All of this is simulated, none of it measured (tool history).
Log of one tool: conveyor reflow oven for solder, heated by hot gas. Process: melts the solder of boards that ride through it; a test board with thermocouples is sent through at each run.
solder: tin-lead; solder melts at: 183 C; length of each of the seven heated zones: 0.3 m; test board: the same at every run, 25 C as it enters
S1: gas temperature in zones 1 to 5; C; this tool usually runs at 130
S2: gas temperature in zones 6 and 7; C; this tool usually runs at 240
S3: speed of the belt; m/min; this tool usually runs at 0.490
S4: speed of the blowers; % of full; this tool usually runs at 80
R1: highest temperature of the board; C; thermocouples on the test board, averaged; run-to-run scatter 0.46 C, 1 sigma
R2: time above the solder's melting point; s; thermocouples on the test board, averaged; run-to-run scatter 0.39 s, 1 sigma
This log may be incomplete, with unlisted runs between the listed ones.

run 1 day=0.000 | S1=130 S2=240 S3=0.490 S4=80 | R1=219.0 R2=54.4
run 2 day=1.271 | S1=130 S2=240 S3=0.490 S4=80 | R1=219.2 R2=53.9
run 3 day=2.258 | S1=130 S2=240 S3=0.490 S4=80 | R1=219.1 R2=53.6
run 4 day=3.125 | S1=130 S2=240 S3=0.422 S4=80 | R1=224.2 R2=67.1
run 5 day=3.992 | S1=130 S2=240 S3=0.422 S4=80 | R1=224.2 R2=67.2
run 6 day=5.788 | S1=130 S2=240 S3=0.422 S4=80 | R1=223.3 R2=67.9
run 7 day=7.517 | S1=130 S2=240 S3=0.490 S4=80 | R1=218.4 R2=53.9
run 8 day=8.675 | S1=130 S2=240 S3=0.490 S4=80 | R1=218.1 R2=53.5
run 9 day=10.592 | S1=130 S2=240 S3=0.490 S4=80 | R1=216.2 R2=52.4
run 10 day=12.162 | S1=130 S2=240 S3=0.490 S4=80 | R1=216.4 R2=51.3
run 11 day=13.192 | S1=130 S2=240 S3=0.490 S4=79 | R1=215.9 R2=51.6
run 12 day=14.733 | S1=130 S2=240 S3=0.490 S4=79 | R1=216.6 R2=51.6
run 13 day=15.888 | S1=130 S2=240 S3=0.490 S4=79 | R1=215.9 R2=51.9
run 14 day=17.783 | S1=130 S2=240 S3=0.490 S4=79 | R1=220.9 R2=54.9
run 15 day=19.258 | S1=130 S2=240 S3=0.490 S4=80 | R1=220.5 R2=55.5
run 16 day=20.738 | S1=130 S2=240 S3=0.490 S4=80 | R1=220.6 R2=56.3
run 17 day=22.146 | S1=130 S2=240 S3=0.490 S4=80 | R1=219.8 R2=55.4
run 18 day=23.133 | S1=130 S2=250 S3=0.416 S4=76 | R1=233.3 R2=75.1
run 19 day=24.458 | S1=134 S2=232 S3=0.508 S4=76 | R1=211.1 R2=47.9
run 20 day=25.967 | S1=130 S2=243 S3=0.490 S4=56 | R1=216.3 R2=51.8
run 21 day=27.767 | S1=125 S2=231 S3=0.431 S4=75 | R1=213.6 R2=56.4
run 22 day=29.417 | S1=128 S2=240 S3=0.542 S4=73 | R1=215.6 R2=46.1
run 23 day=30.725 | S1=124 S2=240 S3=0.536 S4=64 | R1=212.1 R2=42.9
run 24 day=32.188 | S1=130 S2=240 S3=0.490 S4=80 | R1=221.2 R2=55.9
run 25 day=33.058 | S1=136 S2=251 S3=0.490 S4=68 | R1=229.8 R2=63.6
run 26 day=34.038 | S1=136 S2=251 S3=0.490 S4=67 | R1=229.2 R2=62.1
run 27 day=35.679 | S1=136 S2=238 S3=0.490 S4=71 | R1=218.9 R2=56.7
run 28 day=36.521 | S1=136 S2=238 S3=0.443 S4=71 | R1=221.8 R2=64.9
run 29 day=37.425 | S1=138 S2=228 S3=0.391 S4=72 | R1=217.0 R2=72.5
run 30 day=38.704 | S1=126 S2=240 S3=0.490 S4=80 | R1=220.1 R2=54.0
run 31 day=40.212 | S1=124 S2=240 S3=0.554 S4=80 | R1=214.1 R2=43.1

The log once held 3 entries between its listed runs, left out of this copy. Where does each go, and what is different about the tool's unlogged condition between the listed run before it and the listed run after it?
In the gap between runs 8 and 9: flux residue cleaned out of gas plates and filters (day 10.592)
  heat that the gas passes to the board, % of a clean oven's: 91.3 -> 87.2; belt's true speed, % of the reading: 98.37 -> 98.31; true gas temperature in zones 6 and 7 over the reading, C: -1.04 -> -1.1
  measured less the result without the state, R1: -3.0 -> -4.5 C; R2: -1.6 -> -2.9 s
In the gap between runs 13 and 14: flux residue cleaned out of gas plates and filters, once more (day 16.250)
  heat that the gas passes to the board, % of a clean oven's: 86 -> 99.4; belt's true speed, % of the reading: 98.14 -> 98.08; true gas temperature in zones 6 and 7 over the reading, C: -1.28 -> -1.35
  measured less the result without the state, R1: -5.0 -> -0.7 C; R2: -3.3 -> +0.7 s
In the gap between runs 21 and 22: thermocouples of zones 6 and 7 changed (day 29.138)
  heat that the gas passes to the board, % of a clean oven's: 96.8 -> 96.4; belt's true speed, % of the reading: 97.76 -> 97.71; true gas temperature in zones 6 and 7 over the reading, C: -1.71 -> 0.57
  measured less the result without the state, R1: -1.7 -> +0.3 C; R2: -0.1 -> +1.2 s
